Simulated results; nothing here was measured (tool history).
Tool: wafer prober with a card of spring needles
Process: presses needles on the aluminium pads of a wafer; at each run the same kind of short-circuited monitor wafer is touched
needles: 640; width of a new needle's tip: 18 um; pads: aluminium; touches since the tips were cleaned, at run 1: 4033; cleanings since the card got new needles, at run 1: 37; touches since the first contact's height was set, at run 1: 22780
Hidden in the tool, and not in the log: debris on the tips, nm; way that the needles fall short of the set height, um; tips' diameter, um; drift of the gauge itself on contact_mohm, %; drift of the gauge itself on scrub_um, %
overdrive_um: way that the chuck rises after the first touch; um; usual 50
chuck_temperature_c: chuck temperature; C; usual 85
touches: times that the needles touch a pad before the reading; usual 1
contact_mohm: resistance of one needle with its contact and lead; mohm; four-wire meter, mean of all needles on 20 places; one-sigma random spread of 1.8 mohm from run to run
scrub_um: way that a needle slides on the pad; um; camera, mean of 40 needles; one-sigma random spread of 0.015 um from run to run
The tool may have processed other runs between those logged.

| run | day | overdrive_um | chuck_temperature_c | touches | touches since the tips were cleaned | cleanings since the card got new needles | touches since the first contact's height was set | contact_mohm | scrub_um |
|---|---|---|---|---|---|---|---|---|---|
| 1 | 0 | 50 | 85 | 1 | 4033 | 37 | 22780 | 838 | 7.86 |
|  | 0.25 | tips cleaned on abrasive film |
| 2 | 0.462 | 60 | 85 | 1 | 1938 | 38 | 26955 | 545 | 9.44 |
|  | 0.975 | tips cleaned on abrasive film |
| 3 | 1.258 | 50 | 85 | 2 | 2541 | 39 | 34107 | 519 | 7.85 |
|  | 1.679 | tips cleaned on abrasive film |
| 4 | 1.679 | 50 | 85 | 2 | 0 | 40 | 37910 | 248 | 7.81 |
| 5 | 2.138 | 50 | 85 | 2 | 4136 | 40 | 42046 | 615 | 7.81 |
|  | 2.433 | tips cleaned on abrasive film |
| 6 | 2.625 | 50 | 85 | 2 | 1745 | 41 | 46464 | 464 | 7.8 |
|  | 3.15 | tips cleaned on abrasive film |
| 7 | 3.292 | 50 | 85 | 2 | 1249 | 42 | 52438 | 396 | 7.79 |
|  | 3.888 | tips cleaned on abrasive film |
| 8 | 4.062 | 50 | 85 | 2 | 1586 | 43 | 59402 | 450 | 7.76 |
| 9 | 4.45 | 50 | 85 | 2 | 5103 | 43 | 62919 | 641 | 7.77 |
|  | 4.588 | tips cleaned on abrasive film |
|  | 4.6 | height of the first contact set anew |
| 10 | 5.025 | 50 | 85 | 2 | 3863 | 44 | 3863 | 604 | 7.63 |
|  | 5.325 | tips cleaned on abrasive film |
| 11 | 5.512 | 50 | 85 | 2 | 1705 | 45 | 8237 | 491 | 7.64 |
|  | 5.888 | height of the first contact set anew, once more |
| 12 | 5.9 | 51 | 85 | 1 | 5117 | 45 | 130 | 922 | 8.07 |
|  | 6.038 | tips cleaned on abrasive film |
| 13 | 6.267 | 50 | 45 | 1 | 2074 | 46 | 3418 | 749 | 7.91 |
|  | 6.738 | tips cleaned on abrasive film |
| 14 | 6.738 | 45 | 45 | 1 | 0 | 47 | 7659 | 269 | 7.1 |
| 15 | 7.2 | 50 | 100 | 1 | 4186 | 47 | 11845 | 868 | 7.89 |
|  | 7.438 | tips cleaned on abrasive film |
| 16 | 7.575 | 50 | 100 | 1 | 1268 | 48 | 15221 | 585 | 7.89 |
|  | 8.138 | tips cleaned on abrasive film |
| 17 | 8.342 | 50 | 100 | 3 | 1847 | 49 | 22110 | 364 | 7.84 |
| 18 | 8.733 | 51 | 45 | 1 | 5429 | 49 | 25692 | 974 | 8.02 |
|  | 8.896 | tips cleaned on abrasive film |
| 19 | 9.096 | 33 | 45 | 1 | 1800 | 50 | 28936 | 1393 | 5.16 |
|  | 9.633 | tips cleaned on abrasive film |
| 20 | 9.667 | 50 | 122 | 1 | 301 | 51 | 34062 | 359 | 7.85 |
|  | 10.354 | tips cleaned on abrasive film |
| 21 | 10.354 | 45 | 57 | 1 | 0 | 52 | 40277 | 283 | 7.01 |
| 22 | 10.762 | 37 | 108 | 3 | 3687 | 52 | 43964 | 636 | 5.75 |
|  | 11.075 | tips cleaned on abrasive film |
| 23 | 11.45 | 41 | 39 | 2 | 3390 | 53 | 50161 | 851 | 6.33 |
|  | 11.779 | tips cleaned on abrasive film |
| 24 | 12.175 | 39 | 85 | 3 | 3617 | 54 | 56730 | 612 | 6.01 |
|  | 12.475 | tips cleaned on abrasive film |
| 25 | 12.638 | 47 | 67 | 1 | 1475 | 55 | 60873 | 695 | 7.28 |
|  | 13.038 | height of the first contact set anew |
|  | 13.204 | tips cleaned on abrasive film |
| 26 | 13.35 | 33 | 57 | 1 | 1343 | 56 | 2799 | 1194 | 5.21 |
| 27 | 13.688 | 65 | 57 | 1 | 4395 | 56 | 5851 | 654 | 10.24 |
|  | 13.933 | tips cleaned on abrasive film |
| 28 | 14.321 | 63 | 85 | 1 | 3528 | 57 | 11573 | 635 | 9.93 |
|  | 14.667 | tips cleaned on abrasive film |
| 29 | 15.033 | 31 | 49 | 1 | 3329 | 58 | 17989 | 1985 | 4.87 |
|  | 15.408 | tips cleaned on abrasive film |
| 30 | 15.683 | 68 | 34 | 2 | 2471 | 59 | 23832 | 386 | 10.74 |
| 31 | 16.071 | 50 | 39 | 2 | 5984 | 59 | 27345 | 704 | 7.86 |
|  | 16.104 | tips cleaned on abrasive film |
|  | 16.833 | tips cleaned on abrasive film |
| 32 | 16.833 | 46 | 39 | 2 | 8 | 61 | 34221 | 218 | 7.18 |
| 33 | 17.242 | 56 | 39 | 2 | 3690 | 61 | 37903 | 540 | 8.8 |

Branching from run 33: 4 alternative next runs. What would each branch give?
|  | 17.542 | tips cleaned on abrasive film |
| A | 17.879 | 50 | 85 | 3 | 3050 | 62 | 43656 | ? | ? |
|  | 17.542 | tips cleaned on abrasive film |
| B | 17.879 | 32 | 30 | 1 | 3050 | 62 | 43656 | ? | ? |
|  | 17.542 | tips cleaned on abrasive film |
| C | 17.879 | 56 | 39 | 2 | 3050 | 62 | 43656 | ? | ? |
|  | 17.542 | tips cleaned on abrasive film |
| D | 17.879 | 41 | 48 | 2 | 3050 | 62 | 43656 | ? | ? |

| run | contact_mohm | scrub_um |
|---|---|---|
| A | 440 | 7.8 |
| B | 1998 | 4.94 |
| C | 534 | 8.78 |
| D | 821 | 6.38 |
Without the tool's unlogged condition, the same runs would have read:
| run | contact_mohm | scrub_um |
|---|---|---|
| A | 191 | 7.91 |
| B | 195 | 5.04 |
| C | 180 | 8.89 |
| D | 188 | 6.49 |
